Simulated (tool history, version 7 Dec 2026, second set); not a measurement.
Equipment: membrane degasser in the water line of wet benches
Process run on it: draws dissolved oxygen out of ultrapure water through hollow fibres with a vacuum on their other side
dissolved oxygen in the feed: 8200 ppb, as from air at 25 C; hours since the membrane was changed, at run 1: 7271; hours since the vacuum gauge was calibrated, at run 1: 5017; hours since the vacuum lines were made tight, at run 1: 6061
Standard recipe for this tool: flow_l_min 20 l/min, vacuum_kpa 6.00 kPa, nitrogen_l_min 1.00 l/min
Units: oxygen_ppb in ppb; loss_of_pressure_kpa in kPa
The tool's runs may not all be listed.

run	hour	flow_l_min	vacuum_kpa	nitrogen_l_min	hours since the membrane was changed	hours since the vacuum gauge was calibrated	hours since the vacuum lines were made tight	oxygen_ppb	loss_of_pressure_kpa
1	0.0	20	6.00	1.00	7271	5017	6061	138.0	51.72
2	264.4	20	6.00	1.00	7535	5282	6325	138.0	51.33
# hour 460.2: vacuum gauge calibrated
3	557.9	20	10.10	1.00	7828	98	6618	311.2	52.05
4	747.7	20	10.10	1.00	8018	287	6808	310.6	51.90
# hour 1070.3: seals of the vacuum lines changed
5	1102.1	20	10.10	1.00	8370	640	32	312.0	51.86
6	1425.5	20	3.72	1.00	8694	963	355	34.0	51.93
7	1639.0	20	3.72	1.00	8907	1177	569	35.1	51.61
8	1808.8	20	5.94	1.00	9077	1347	739	134.3	51.98
9	2067.2	20	5.94	1.00	9335	1605	997	131.9	51.94
10	2330.8	20	5.94	1.00	9599	1869	1261	135.1	52.22
11	2483.1	20	6.00	1.76	9751	2021	1413	86.2	52.33
12	2640.8	20	6.00	1.00	9909	2179	1571	138.6	52.38
13	2812.4	20	10.70	1.00	10081	2350	1742	333.3	52.36
14	2996.8	20	10.70	1.00	10265	2535	1927	335.1	52.13
15	3249.0	20	10.70	1.00	10517	2787	2179	339.2	52.71
16	3494.5	20	10.70	1.00	10763	3032	2424	330.7	52.68
17	3674.0	20	3.72	1.00	10942	3212	2604	37.7	52.47
18	3953.7	26	3.93	0.46	11222	3491	2883	117.5	68.24
19	4117.1	20	3.93	2.46	11385	3655	3047	27.1	52.84
20	4370.6	20	3.93	2.46	11639	3908	3300	27.4	52.79
21	4733.4	23	5.02	1.96	12001	4271	3663	73.9	61.14
22	5059.6	23	5.02	1.96	12328	4597	3989	76.1	60.82
23	5337.4	30	9.63	1.00	12606	4875	4267	459.9	80.12
24	5571.9	20	9.85	0.93	12840	5110	4502	320.8	53.33
25	5888.3	19	3.65	1.20	13156	5426	4818	29.8	50.56
# hour 5930.8: vacuum gauge calibrated
26	6100.9	19	3.65	1.20	13368	170	5030	26.2	50.59
27	6251.4	22	14.71	0.52	13519	321	5181	897.1	59.02
28	6550.8	22	14.71	0.52	13818	620	5480	900.8	58.41
29	6873.6	22	14.71	0.52	14141	943	5803	885.0	58.81
30	7022.9	15	3.73	0.51	14291	1092	5952	37.8	40.19
31	7304.5	32	10.37	1.44	14572	1374	6234	417.8	85.57
32	7582.2	20	6.52	0.96	14850	1651	6511	164.1	53.49

Describe how what the log doesn't record of the tool's condition differs between the last listed run preceding each entry between runs and the first listed run following it.
From run 2 to run 3: vacuum gauge calibrated (hour 460.2)
  membrane still open, %: 96.4 -> 96.2; true pressure behind the membrane over the reading, kPa: 0.1 -> 0.01; air that leaks in behind the membrane, l/min: 0.0133 -> 0.0138
  what was measured, less what the result would be without the hidden state, oxygen_ppb: +7.7 -> +5.3 ppb; loss_of_pressure_kpa: +1.87 -> +1.96 kPa
From run 4 to run 5: seals of the vacuum lines changed (hour 1070.3)
  membrane still open, %: 96.1 -> 95.9; true pressure behind the membrane over the reading, kPa: 0.01 -> 0.02; air that leaks in behind the membrane, l/min: 0.0141 -> 0.0029
  what was measured, less what the result would be without the hidden state, oxygen_ppb: +5.6 -> +3.3 ppb; loss_of_pressure_kpa: +2.01 -> +2.11 kPa
From run 25 to run 26: vacuum gauge calibrated (hour 5930.8)
  membrane still open, %: 93.4 -> 93.3; true pressure behind the membrane over the reading, kPa: 0.09 -> 0; air that leaks in behind the membrane, l/min: 0.0104 -> 0.0108
  what was measured, less what the result would be without the hidden state, oxygen_ppb: +7.1 -> +3.9 ppb; loss_of_pressure_kpa: +3.32 -> +3.39 kPa
